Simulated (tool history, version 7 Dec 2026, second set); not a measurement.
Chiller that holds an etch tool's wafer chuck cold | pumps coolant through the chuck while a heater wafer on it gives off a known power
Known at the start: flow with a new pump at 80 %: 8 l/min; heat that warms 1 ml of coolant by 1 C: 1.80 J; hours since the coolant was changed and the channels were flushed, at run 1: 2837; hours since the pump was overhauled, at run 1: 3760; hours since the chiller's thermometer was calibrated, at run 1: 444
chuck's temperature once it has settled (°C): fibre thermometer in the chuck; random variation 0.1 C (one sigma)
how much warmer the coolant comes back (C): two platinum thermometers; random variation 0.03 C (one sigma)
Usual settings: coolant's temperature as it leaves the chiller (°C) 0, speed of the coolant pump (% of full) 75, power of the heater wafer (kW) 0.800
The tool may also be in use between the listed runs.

run    hour  coolant's temperature as it leaves the chiller (°C)  speed of the coolant pump (% of full)  power of the heater wafer (kW)  hours since the coolant was changed and the channels were flushed  hours since the pump was overhauled  hours since the chiller's thermometer was calibrated  chuck's temperature once it has settled (°C)  how much warmer the coolant comes back (C)
  1     0.0                                                    0                                     75                           0.800                                                               2837                                 3760                                                   444                                          11.4                                        3.77
  2   147.2                                                    0                                     75                           0.800                                                               2985                                 3907                                                   591                                          11.3                                        3.75
  3   302.3                                                    0                                     75                           0.800                                                               3140                                 4063                                                   746                                          11.5                                        3.70
  4   416.4                                                    0                                     75                           0.800                                                               3254                                 4177                                                   860                                          11.5                                        3.75
  5   583.9                                                    0                                     75                           0.800                                                               3421                                 4344                                                  1028                                          11.5                                        3.81
  6   702.5                                                    0                                     87                           0.800                                                               3540                                 4463                                                  1146                                          10.3                                        3.27
  7   797.1                                                    0                                     75                           0.800                                                               3635                                 4557                                                  1241                                          11.7                                        3.82
  8   903.2                                                    0                                     75                           0.800                                                               3741                                 4663                                                  1347                                          11.6                                        3.80
  9  1028.3                                                    0                                     75                           0.800                                                               3866                                 4789                                                  1472                                          11.7                                        3.81
 10  1175.7                                                    0                                     75                           0.418                                                               4013                                 4936                                                  1619                                           6.2                                        1.95
 11  1310.4                                                    3                                     94                           0.899                                                               4148                                 5071                                                  1754                                          14.1                                        3.41
 12  1442.8                                                    3                                     94                           0.899                                                               4280                                 5203                                                  1887                                          14.4                                        3.40
     1563.8  -- chiller's thermometer calibrated
 13  1607.2                                                    3                                     94                           0.899                                                               4444                                 5366                                                    43                                          14.2                                        3.47
 14  1714.1                                                    7                                     65                           0.899                                                               4551                                 5473                                                   150                                          21.8                                        4.98
 15  1844.2                                                    7                                     65                           0.899                                                               4681                                 5603                                                   280                                          22.0                                        5.04
 16  2001.4                                                    1                                     74                           0.607                                                               4838                                 5761                                                   438                                          10.3                                        2.92
 17  2071.8                                                    1                                     74                           0.749                                                               4908                                 5831                                                   508                                          12.5                                        3.63
 18  2246.2                                                   -2                                     74                           0.863                                                               5083                                 6005                                                   682                                          11.2                                        4.25
 19  2374.1                                                    6                                    100                           0.665                                                               5211                                 6133                                                   810                                          14.3                                        2.43
 20  2485.3                                                   -5                                     75                           0.914                                                               5322                                 6245                                                   922                                           9.0                                        4.42

Forecast each of these 4 alternatives for the next run:
  A  2591.7                                                   -5                                     75                           0.422                                                               5428                                 6351                                                  1028                                             ?                                           ?
  B  2591.7                                                   10                                     76                           0.410                                                               5428                                 6351                                                  1028                                             ?                                           ?
  C  2591.7                                                   -9                                     66                           0.483                                                               5428                                 6351                                                  1028                                             ?                                           ?
  D  2591.7                                                   -1                                     65                           0.702                                                               5428                                 6351                                                  1028                                             ?                                           ?

run  chuck's temperature once it has settled (°C)  how much warmer the coolant comes back (C)
  A                                           1.4                                        2.07
  B                                          16.2                                        1.98
  C                                          -0.8                                        2.72
  D                                          10.9                                        3.96
Without the tool's hidden state the same runs would have given:
run  chuck's temperature once it has settled (°C)  how much warmer the coolant comes back (C)
  A                                           0.5                                        1.89
  B                                          15.3                                        1.81
  C                                          -2.0                                        2.50
  D                                           9.2                                        3.63
